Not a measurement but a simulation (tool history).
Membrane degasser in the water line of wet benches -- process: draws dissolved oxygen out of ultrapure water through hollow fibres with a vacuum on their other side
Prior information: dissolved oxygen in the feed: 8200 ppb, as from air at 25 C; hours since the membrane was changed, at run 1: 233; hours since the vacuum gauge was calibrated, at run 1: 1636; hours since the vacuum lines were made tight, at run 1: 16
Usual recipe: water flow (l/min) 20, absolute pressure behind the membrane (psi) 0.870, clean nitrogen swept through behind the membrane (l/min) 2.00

| run | hour | water flow (l/min) | absolute pressure behind the membrane (psi) | clean nitrogen swept through behind the membrane (l/min) | hours since the membrane was changed | hours since the vacuum gauge was calibrated | hours since the vacuum lines were made tight | dissolved oxygen in the water behind the degasser (ppb) | pressure that the water loses in the fibres (psi) |
|---|---|---|---|---|---|---|---|---|---|
| 1 | 0.0 | 20 | 0.870 | 2.00 | 233 | 1636 | 16 | 166.6 | 9.026 |
| 2 | 89.3 | 20 | 0.870 | 4.77 | 323 | 1725 | 105 | 133.0 | 9.001 |
| 3 | 241.6 | 20 | 0.870 | 3.01 | 475 | 1877 | 258 | 149.5 | 8.987 |
| 4 | 411.0 | 18 | 0.870 | 3.01 | 644 | 2047 | 427 | 119.1 | 8.086 |
| 5 | 497.2 | 20 | 0.870 | 1.63 | 731 | 2133 | 513 | 187.4 | 9.049 |
| 6 | 642.4 | 20 | 0.870 | 1.63 | 876 | 2278 | 658 | 186.4 | 9.023 |
| 7 | 781.2 | 20 | 0.870 | 1.63 | 1015 | 2417 | 797 | 186.1 | 9.029 |
| 8 | 856.9 | 20 | 0.870 | 1.63 | 1090 | 2493 | 873 | 186.7 | 9.053 |
| 9 | 944.1 | 20 | 0.870 | 1.63 | 1178 | 2580 | 960 | 186.8 | 9.050 |
| 10 | 1092.2 | 23 | 0.870 | 2.00 | 1326 | 2728 | 1108 | 226.8 | 10.350 |
| 11 | 1170.5 | 23 | 0.870 | 2.00 | 1404 | 2806 | 1186 | 236.1 | 10.483 |
| 12 | 1264.0 | 23 | 0.870 | 2.00 | 1497 | 2900 | 1280 | 227.8 | 10.443 |
| 13 | 1384.2 | 23 | 0.870 | 2.00 | 1618 | 3020 | 1400 | 235.7 | 10.456 |
| 14 | 1471.3 | 23 | 0.870 | 2.00 | 1705 | 3107 | 1487 | 233.5 | 10.522 |
| 15 | 1577.2 | 23 | 1.942 | 2.52 | 1811 | 3213 | 1593 | 372.5 | 10.515 |
| 16 | 1714.2 | 23 | 1.942 | 2.52 | 1948 | 3350 | 1730 | 370.9 | 10.492 |
| 17 | 1842.5 | 22 | 1.942 | 2.52 | 2076 | 3478 | 1858 | 349.2 | 10.142 |
| 18 | 1952.1 | 20 | 1.025 | 1.02 | 2186 | 3588 | 1968 | 279.9 | 9.137 |
| 19 | 2117.0 | 30 | 0.631 | 4.47 | 2350 | 3753 | 2133 | 313.8 | 13.800 |
| 20 | 2225.8 | 21 | 1.240 | 1.10 | 2459 | 3862 | 2242 | 356.2 | 9.596 |
| 21 | 2368.3 | 25 | 0.661 | 3.07 | 2602 | 4004 | 2384 | 232.6 | 11.545 |

Branching from run 21: 3 alternative next runs. What would each branch give?
| A | 2530.2 | 16 | 2.002 | 3.07 | 2764 | 4166 | 2546 | ? | ? |
| B | 2530.2 | 29 | 0.980 | 5.70 | 2764 | 4166 | 2546 | ? | ? |
| C | 2530.2 | 15 | 1.897 | 2.32 | 2764 | 4166 | 2546 | ? | ? |

| run | dissolved oxygen in the water behind the degasser (ppb) | pressure that the water loses in the fibres (psi) |
|---|---|---|
| A | 198.3 | 7.404 |
| B | 329.4 | 13.464 |
| C | 206.0 | 6.965 |
With the hidden condition removed and each run's random variation left untouched, the same runs would have given:
| run | dissolved oxygen in the water behind the degasser (ppb) | pressure that the water loses in the fibres (psi) |
|---|---|---|
| A | 185.5 | 7.161 |
| B | 297.0 | 13.021 |
| C | 194.1 | 6.734 |
